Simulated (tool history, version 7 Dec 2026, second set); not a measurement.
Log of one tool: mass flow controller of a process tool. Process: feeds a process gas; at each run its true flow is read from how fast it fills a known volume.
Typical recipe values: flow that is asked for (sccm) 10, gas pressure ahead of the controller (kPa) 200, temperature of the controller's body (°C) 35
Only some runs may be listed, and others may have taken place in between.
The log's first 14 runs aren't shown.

| run | hour | flow that is asked for (sccm) | gas pressure ahead of the controller (kPa) | temperature of the controller's body (°C) | hours of work since the controller was set to zero | hours of work since the controller was changed | true flow (%) |
|---|---|---|---|---|---|---|---|
| 15 | 1049.7 | 20 | 200 | 35 | 3130 | 3130 | 101.77 |
| 16 | 1123.9 | 20 | 200 | 35 | 3174 | 3174 | 101.6 |
| 17 | 1187.2 | 20 | 200 | 35 | 3211 | 3211 | 101.58 |
| 18 | 1289.6 | 10 | 140 | 35 | 3271 | 3271 | 102.63 |
| 19 | 1344.9 | 10 | 140 | 35 | 3304 | 3304 | 102.74 |
| 20 | 1454.2 | 12 | 159 | 35 | 3368 | 3368 | 102.38 |
| 21 | 1547.5 | 10 | 228 | 32 | 3423 | 3423 | 102.03 |
| 22 | 1620.6 | 10 | 228 | 32 | 3467 | 3467 | 102.09 |
| 23 | 1721.1 | 15 | 228 | 37 | 3526 | 3526 | 101.73 |
| 24 | 1801.9 | 15 | 228 | 37 | 3573 | 3573 | 101.81 |
| 25 | 1910.7 | 12 | 246 | 24 | 3638 | 3638 | 101.55 |
| 26 | 1998.4 | 12 | 246 | 24 | 3689 | 3689 | 101.68 |
| 27 | 2089.3 | 12 | 246 | 24 | 3743 | 3743 | 101.66 |
| 28 | 2182 | 9 | 200 | 21 | 3798 | 3798 | 102.46 |
| 29 | 2261.2 | 12 | 219 | 35 | 3844 | 3844 | 102.09 |
| 30 | 2359.6 | 2 | 200 | 25 | 3902 | 3902 | 109.12 |
| 31 | 2457.2 | 2 | 200 | 25 | 3960 | 3960 | 109.41 |
| 32 | 2512.7 | 2 | 200 | 25 | 3993 | 3993 | 109.42 |

Alternative continuations, all from the tool just after run 32; predict every row:
| A | 2615.5 | 2 | 248 | 22 | 4053 | 4053 | ? |
| B | 2615.5 | 10 | 200 | 40 | 4053 | 4053 | ? |
| C | 2615.5 | 2 | 184 | 25 | 4053 | 4053 | ? |
| D | 2615.5 | 6 | 184 | 24 | 4053 | 4053 | ? |
| E | 2615.5 | 9 | 196 | 26 | 4053 | 4053 | ? |

| run | true flow (%) |
|---|---|
| A | 109.05 |
| B | 102.83 |
| C | 109.9 |
| D | 103.74 |
| E | 102.69 |
Had the tool no hidden state, the same runs would have come out as:
| run | true flow (%) |
|---|---|
| A | 99 |
| B | 100.11 |
| C | 99.83 |
| D | 99.8 |
| E | 99.76 |
